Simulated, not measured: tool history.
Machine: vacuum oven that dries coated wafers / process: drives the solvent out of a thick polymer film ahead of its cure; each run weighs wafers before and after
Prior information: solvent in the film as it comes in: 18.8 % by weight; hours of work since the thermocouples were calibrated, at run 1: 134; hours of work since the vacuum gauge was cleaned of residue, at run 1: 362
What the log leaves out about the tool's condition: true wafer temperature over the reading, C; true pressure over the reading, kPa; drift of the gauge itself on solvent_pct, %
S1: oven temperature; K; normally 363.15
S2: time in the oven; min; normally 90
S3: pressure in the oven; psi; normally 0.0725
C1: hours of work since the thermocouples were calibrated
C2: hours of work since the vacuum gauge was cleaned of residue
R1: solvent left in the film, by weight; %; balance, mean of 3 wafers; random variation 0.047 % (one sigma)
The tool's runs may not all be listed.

Run 1, hour 0.0: usual settings; C1 134; C2 362. Result: R1 1.82 %.
Run 2, hour 8.2: usual settings; C1 138; C2 366. Result: R1 1.84 %.
Run 3, hour 20.0: usual settings; C1 144; C2 371. Result: R1 1.91 %.
Run 4, hour 32.8: usual settings; C1 150; C2 378. Result: R1 1.88 %.
Run 5, hour 43.5: usual settings; C1 155; C2 382. Result: R1 1.93 %.
Run 6, hour 62.4: usual settings but S1 374.15 K; C1 164; C2 391. Result: R1 0.22 %.
Run 7, hour 76.1: usual settings but S1 367.15 K; C1 170; C2 398. Result: R1 1.07 %.
Run 8, hour 88.3: usual settings but S1 372.15 K; C1 176; C2 403. Result: R1 0.37 %.
Run 9, hour 96.6: usual settings but S1 372.15 K; C1 180; C2 407. Result: R1 0.50 %.
Run 10, hour 116.6: usual settings but S1 372.15 K; C1 189; C2 417. Result: R1 0.52 %.
Run 11, hour 125.7: usual settings but S1 372.15 K; C1 193; C2 421. Result: R1 0.44 %.
Run 12, hour 143.0: usual settings but S1 372.15 K; C1 201; C2 429. Result: R1 0.44 %.
Run 13, hour 151.1: usual settings but S1 372.15 K; C1 205; C2 433. Result: R1 0.38 %.
Run 14, hour 171.0: usual settings but S2 58 min; C1 215; C2 442. Result: R1 3.89 %.
Run 15, hour 185.9: usual settings but S2 83 min; C1 221; C2 449. Result: R1 2.17 %.
Run 16, hour 196.5: usual settings but S2 83 min; C1 226; C2 454. Result: R1 2.07 %.
Run 17, hour 213.3: usual settings but S2 50 min; C1 234; C2 462. Result: R1 4.64 %.
Run 18, hour 224.5: usual settings but S2 50 min; C1 240; C2 467. Result: R1 4.77 %.
Run 19, hour 238.5: usual settings; C1 246; C2 474. Result: R1 1.87 %.
Run 20, hour 254.5: usual settings; C1 254; C2 481. Result: R1 1.90 %.
Run 21, hour 271.3: usual settings; C1 261; C2 489. Result: R1 1.82 %.
Run 22, hour 289.8: usual settings; C1 270; C2 498. Result: R1 1.84 %.
Run 23, hour 306.8: usual settings; C1 278; C2 506. Result: R1 1.86 %.
Run 24, hour 323.7: usual settings; C1 286; C2 514. Result: R1 1.88 %.
Run 25, hour 343.3: usual settings but S2 78 min, S3 0.0827 psi; C1 295; C2 523. Result: R1 2.48 %.
Run 26, hour 359.7: usual settings but S2 78 min, S3 0.0827 psi; C1 303; C2 531. Result: R1 2.57 %.
Run 27, hour 369.5: usual settings but S2 78 min, S3 0.0827 psi; C1 307; C2 535. Result: R1 2.50 %.
Run 28, hour 385.7: usual settings but S2 78 min, S3 0.0827 psi; C1 315; C2 543. Result: R1 2.51 %.
Run 29, hour 403.5: usual settings but S1 373.15 K, S2 78 min, S3 0.0827 psi; C1 323; C2 551. Result: R1 0.68 %.
Run 30, hour 413.1: usual settings but S1 373.15 K, S2 78 min, S3 0.0827 psi; C1 328; C2 556. Result: R1 0.52 %.
Run 31, hour 424.7: usual settings but S2 96 min; C1 333; C2 561. Result: R1 1.72 %.
Run 32, hour 440.3: usual settings but S1 362.15 K, S2 106 min, S3 0.1110 psi; C1 341; C2 568. Result: R1 1.62 %.
Run 33, hour 454.9: usual settings but S1 359.15 K, S2 119 min, S3 0.2587 psi; C1 348; C2 575. Result: R1 2.14 %.
Run 34, hour 471.8: usual settings but S1 348.15 K, S2 86 min, S3 0.0744 psi; C1 355; C2 583. Result: R1 7.28 %.
Run 35, hour 482.4: usual settings but S1 348.15 K, S2 86 min, S3 0.0744 psi; C1 360; C2 588. Result: R1 7.27 %.
Run 36, hour 492.9: usual settings but S2 106 min, S3 0.0406 psi; C1 365; C2 593. Result: R1 1.33 %.
Run 37, hour 507.0: usual settings but S2 106 min, S3 0.0406 psi; C1 372; C2 600. Result: R1 1.31 %.
Run 38, hour 521.5: usual settings but S1 368.15 K, S2 55 min, S3 0.0406 psi; C1 379; C2 606. Result: R1 2.75 %.
Run 39, hour 531.7: usual settings but S1 368.15 K, S2 55 min, S3 0.2152 psi; C1 383; C2 611. Result: R1 2.88 %.
Run 40, hour 548.5: usual settings but S2 89 min, S3 0.1629 psi; C1 391; C2 619. Result: R1 2.05 %.
Run 41, hour 559.2: usual settings but S1 351.15 K, S2 73 min, S3 0.2805 psi; C1 396; C2 624. Result: R1 7.33 %.
Run 42, hour 572.3: usual settings but S1 372.15 K, S2 48 min, S3 0.2260 psi; C1 403; C2 630. Result: R1 2.42 %.
Run 43, hour 584.7: usual settings but S1 372.15 K, S2 48 min, S3 0.2260 psi; C1 408; C2 636. Result: R1 2.44 %.

Hidden state or all else? Some run-to-run changes of R1, split into what the settings, what came in and random variation would give without the hidden state, and what is left for the hidden state (with any gauge scatter that isn't in both results):
Run 33 -> 34: S1 359.15 -> 348.15, S2 119 -> 86, S3 0.2587 -> 0.0744. R1 +5.14 %: hidden state +0.05, all else +5.09.
Run 35 -> 36: S1 348.15 -> 363.15, S2 86 -> 106, S3 0.0744 -> 0.0406. R1 -5.94 %: hidden state -0.07, all else -5.87.
Run 40 -> 41: S1 363.15 -> 351.15, S2 89 -> 73, S3 0.1629 -> 0.2805. R1 +5.28 %: hidden state +0.06, all else +5.22.
Run 41 -> 42: S1 351.15 -> 372.15, S2 73 -> 48, S3 0.2805 -> 0.2260. R1 -4.91 %: hidden state -0.07, all else -4.84.
